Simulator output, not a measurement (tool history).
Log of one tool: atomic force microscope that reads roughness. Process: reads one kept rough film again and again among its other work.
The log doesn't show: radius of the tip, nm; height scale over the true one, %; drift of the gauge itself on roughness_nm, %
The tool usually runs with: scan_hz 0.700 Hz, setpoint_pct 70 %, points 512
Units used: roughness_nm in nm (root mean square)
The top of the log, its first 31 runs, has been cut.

run	hour	scan_hz	setpoint_pct	points	pictures with this tip	hours of work since the height scale was calibrated	roughness_nm
32	1228.1	0.700	56	609	129	1753	2.827
33	1271.2	0.700	61	466	204	1782	2.573
34	1306.2	0.700	56	512	265	1806	2.459
35	1343.3	1.951	67	853	330	1831	2.193
# hour 1373.9: new tip fitted
36	1381.8	0.990	77	512	14	1857	2.963
37	1429.8	1.736	58	539	98	1890	2.797
38	1472.9	2.732	62	512	173	1920	2.487
39	1524.3	1.153	70	500	263	1955	2.353
40	1577.9	0.700	89	423	357	1992	2.107
# hour 1592.5: new tip fitted
41	1602.7	0.700	73	423	18	2008	3.020
42	1633.1	0.700	73	423	71	2029	2.862
43	1685.9	0.927	69	667	164	2066	2.638
44	1726.8	0.927	69	667	235	2094	2.448
45	1756.0	0.927	69	667	286	2113	2.322
# hour 1794.8: height scale calibrated on a step standard
46	1799.4	0.722	60	652	361	3	2.291
# hour 1810.5: new tip fitted
47	1838.7	3.295	57	652	50	30	2.944
48	1871.7	3.295	57	652	107	52	2.792
49	1901.4	0.700	87	610	159	73	2.592
50	1929.0	1.073	73	321	208	92	2.487
51	1963.0	1.073	73	321	267	115	2.347

Consider 5 possible next runs. They are alternatives, not a sequence: every one starts from the tool as it was left by run 51. What does each give?
A	2000.6	0.919	69	321	333	141	?
B	2000.6	0.578	70	512	333	141	?
C	2000.6	0.603	66	982	333	141	?
D	2000.6	0.794	70	512	333	141	?
E	2000.6	0.700	57	472	333	141	?

run	roughness_nm
A	2.243
B	2.308
C	2.326
D	2.300
E	2.355
With no hidden state in the tool, these same runs would have given:
run	roughness_nm
A	3.113
B	3.207
C	3.232
D	3.195
E	3.272
